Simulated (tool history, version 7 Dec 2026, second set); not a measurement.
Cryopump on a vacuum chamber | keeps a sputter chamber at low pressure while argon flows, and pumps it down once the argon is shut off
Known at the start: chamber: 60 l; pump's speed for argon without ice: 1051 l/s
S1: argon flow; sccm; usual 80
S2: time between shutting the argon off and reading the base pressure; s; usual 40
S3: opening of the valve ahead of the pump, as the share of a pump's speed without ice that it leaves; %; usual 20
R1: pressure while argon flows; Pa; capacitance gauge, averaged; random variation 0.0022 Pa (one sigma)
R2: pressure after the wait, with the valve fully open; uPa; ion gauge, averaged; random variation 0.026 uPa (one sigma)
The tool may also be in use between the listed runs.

run	hour	S1	S2	S3	R1	R2
1	0	80	40	20	0.6523	2.78
2	62.8	80	111	20	0.6534	2.22
3	104.8	80	111	20	0.6521	2.33
4	137.9	80	111	20	0.6532	2.36
5	203.3	80	111	20	0.6591	2.34
# hour 219.1: leaking fittings of the chamber tightened, without venting
6	238.3	80	40	20	0.6551	1.17
7	278.6	80	40	20	0.6527	1.22
8	332.6	80	40	20	0.6593	1.17
9	398.2	80	40	55	0.248	1.23
10	433.7	138	40	20	1.1408	1.3
11	507.5	80	40	20	0.6597	1.3
12	567.9	81	40	20	0.6658	1.36
13	639.9	81	40	20	0.6728	1.43
14	677.5	81	40	20	0.667	1.46
15	739.4	80	40	20	0.6642	1.57
16	797.1	80	157	20	0.6624	0.97
17	845.8	80	157	20	0.6648	1.02
18	915.5	80	157	20	0.6674	1.07
19	982.8	62	40	28	0.3771	1.7
20	1030.3	62	40	28	0.3766	1.72
21	1068	108	178	18	1.0035	1.15
22	1136.5	108	178	18	1.0035	1.2
23	1193.6	47	64	21	0.3759	1.58
24	1226.9	48	116	60	0.1461	1.36
25	1272	102	35	58	0.3207	2.03
26	1320.1	102	35	58	0.3225	2.03
# hour 1356.3: pump warmed up, emptied and cooled again
27	1386.2	54	56	20	0.4375	1.51
28	1444.6	44	40	48	0.1479	1.85
29	1495.9	66	80	23	0.4634	1.49
30	1549.1	66	80	23	0.4626	1.48
31	1623.8	49	30	18	0.4416	2.28
32	1692.2	43	40	35	0.2012	1.99
33	1741	43	28	35	0.2015	2.4
34	1806.5	43	28	35	0.2022	2.32

3 ways to go on from here, each from the tool as it stands after run 34. What would each give?
A	1839.6	80	40	50	?	?
B	1839.6	80	92	52	?	?
C	1839.6	35	215	41	?	?

run	R1	R2
A	0.265	2.1
B	0.2571	1.73
C	0.1415	1.43
Without the tool's hidden state the same runs would have given:
run	R1	R2
A	0.2559	1.07
B	0.248	0.67
C	0.1375	0.42
